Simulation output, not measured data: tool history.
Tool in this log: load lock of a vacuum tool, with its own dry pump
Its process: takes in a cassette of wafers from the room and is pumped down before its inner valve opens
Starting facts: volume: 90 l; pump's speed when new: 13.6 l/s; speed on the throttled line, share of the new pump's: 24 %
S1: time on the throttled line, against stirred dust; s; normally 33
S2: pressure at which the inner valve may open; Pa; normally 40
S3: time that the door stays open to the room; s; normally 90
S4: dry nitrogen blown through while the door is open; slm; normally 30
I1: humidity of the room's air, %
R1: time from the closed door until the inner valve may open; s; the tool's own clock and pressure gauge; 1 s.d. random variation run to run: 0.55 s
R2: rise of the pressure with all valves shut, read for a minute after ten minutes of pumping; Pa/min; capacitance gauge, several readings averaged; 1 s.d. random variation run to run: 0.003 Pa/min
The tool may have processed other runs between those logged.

Run 1, hour 0: usual settings; I1 42.6. Result: R1 81 s, R2 0.241 Pa/min.
Run 2, hour 201.6: usual settings; I1 42.5. Result: R1 81.5 s, R2 0.251 Pa/min.
Run 3, hour 369.4: usual settings; I1 43. Result: R1 81 s, R2 0.258 Pa/min.
Run 4, hour 516.1: usual settings; I1 44.4. Result: R1 81.6 s, R2 0.257 Pa/min.
Run 5, hour 696.6: usual settings; I1 45.6. Result: R1 81.3 s, R2 0.263 Pa/min.
Run 6, hour 788.2: usual settings; I1 46.2. Result: R1 82.4 s, R2 0.271 Pa/min.
Run 7, hour 937.2: usual settings but S4 24 slm; I1 43.8. Result: R1 82.5 s, R2 0.267 Pa/min.
Run 8, hour 1107.5: usual settings but S4 24 slm; I1 43.3. Result: R1 81.3 s, R2 0.285 Pa/min.
Run 9, hour 1219.3: usual settings but S4 24 slm; I1 42.3. Result: R1 82.1 s, R2 0.283 Pa/min.
Run 10, hour 1312.9: usual settings but S4 24 slm; I1 47.5. Result: R1 81.6 s, R2 0.284 Pa/min.
Run 11, hour 1465.6: usual settings but S1 42 s; I1 44.1. Result: R1 88.2 s, R2 0.293 Pa/min.
Run 12, hour 1580.1: usual settings but S1 53 s; I1 43.4. Result: R1 96.8 s, R2 0.284 Pa/min.
Run 13, hour 1766.5: usual settings but S1 53 s; I1 44.2. Result: R1 96.9 s, R2 0.298 Pa/min.
Run 14, hour 1966.5: usual settings but S1 47 s, S3 28 s, S4 6 slm; I1 44.3. Result: R1 91.8 s, R2 0.298 Pa/min.
Run 15, hour 2126.8: usual settings but S1 47 s, S2 41 Pa, S3 135 s, S4 6 slm; I1 44.1. Result: R1 92 s, R2 0.339 Pa/min.
Run 16, hour 2323: usual settings but S1 45 s, S2 30 Pa, S3 29 s, S4 6 slm; I1 48.1. Result: R1 93.1 s, R2 0.31 Pa/min.
Run 17, hour 2504.5: usual settings but S1 18 s, S2 76 Pa, S4 24 slm; I1 44.4. Result: R1 68.3 s, R2 0.329 Pa/min.
Run 18, hour 2643.7: usual settings but S1 21 s, S3 56 s, S4 5 slm; I1 41.4. Result: R1 74.2 s, R2 0.329 Pa/min.
Run 19, hour 2838.6: usual settings but S1 42 s, S2 34 Pa; I1 45.5. Result: R1 90.7 s, R2 0.343 Pa/min.
Run 20, hour 3050: usual settings but S1 42 s, S2 34 Pa; I1 45.5. Result: R1 91.3 s, R2 0.341 Pa/min.
Run 21, hour 3166.4: usual settings but S1 31 s, S3 62 s; I1 43.5. Result: R1 82.7 s, R2 0.338 Pa/min.
Run 22, hour 3283.4: usual settings but S1 31 s, S3 62 s; I1 44.2. Result: R1 82.1 s, R2 0.353 Pa/min.
Run 23, hour 3415.9: usual settings but S1 20 s, S3 62 s; I1 45.9. Result: R1 74.3 s, R2 0.352 Pa/min.

What if the next run were any one of these 3? Each begins from the tool's condition after run 23:
Run A, hour 3606.8: usual settings but S1 20 s, S2 33 Pa, S3 45 s, S4 13 slm; I1 47.4. Result: R1 ?, R2 ?.
Run B, hour 3606.8: usual settings but S1 20 s, S4 36 slm; I1 45.7. Result: R1 ?, R2 ?.
Run C, hour 3606.8: usual settings but S1 20 s, S3 26 s; I1 46.4. Result: R1 ?, R2 ?.

run    R1     R2
  A  75.3   0.36
  B  73.9  0.358
  C  74.8  0.344
Stripped of hidden state, with their random variation kept, the same runs would have yielded:
run    R1     R2
  A  67.9  0.028
  B  66.7  0.032
  C  67.5  0.015
